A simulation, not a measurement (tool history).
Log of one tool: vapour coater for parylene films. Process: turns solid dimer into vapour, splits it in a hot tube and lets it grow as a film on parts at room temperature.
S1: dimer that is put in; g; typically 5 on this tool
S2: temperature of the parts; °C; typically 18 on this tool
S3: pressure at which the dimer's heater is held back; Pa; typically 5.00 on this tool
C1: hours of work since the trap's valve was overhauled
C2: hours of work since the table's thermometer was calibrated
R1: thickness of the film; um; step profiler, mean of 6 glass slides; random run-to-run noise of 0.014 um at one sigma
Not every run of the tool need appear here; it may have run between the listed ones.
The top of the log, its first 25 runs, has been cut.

run,hour,S1,S2,S3,C1,C2,R1
26,818.9,3,17,6.76,237,489,1.02
27,855.7,9,18,9.52,253,504,2.75
28,894.1,9,18,9.52,270,521,2.73
29,930.6,9,13,5.17,286,537,3.66
30,954.8,4,20,5.00,296,547,1.29
31,980.1,2,20,5.00,307,558,0.66
32,1004.8,9,27,6.31,318,569,2.18
33,1033.2,6,15,7.10,330,581,2.17
34,1063.6,6,15,7.10,343,594,2.15
35,1104.3,6,14,2.22,361,612,2.81
36,1123.8,7,13,3.58,369,620,3.06
37,1152.0,8,12,7.16,381,632,3.18
38,1172.7,8,12,7.16,390,641,3.16
39,1194.8,8,12,7.16,400,651,3.14
40,1221.3,8,29,5.00,411,662,1.92
41,1242.2,8,29,5.00,420,671,1.88
# hour 1259.5: trap's valve overhauled
42,1286.8,8,29,5.00,12,689,1.93
43,1317.9,3,16,9.53,25,702,0.99
44,1352.3,7,11,4.23,40,717,3.23
45,1384.2,6,11,4.23,54,731,2.74
46,1410.0,7,18,5.00,65,742,2.44

Branching from run 46: 5 alternative next runs. What would each branch give?
A,1439.3,7,18,8.78,78,755,?
B,1439.3,2,30,4.09,78,755,?
C,1439.3,7,14,5.00,78,755,?
D,1439.3,7,20,2.73,78,755,?
E,1439.3,7,14,5.00,78,755,?

run,R1
A,2.16
B,0.47
C,2.78
D,2.55
E,2.78
With the hidden condition removed and each run's random variation left untouched, the same runs would have given:
run,R1
A,2.16
B,0.47
C,2.79
D,2.55
E,2.79
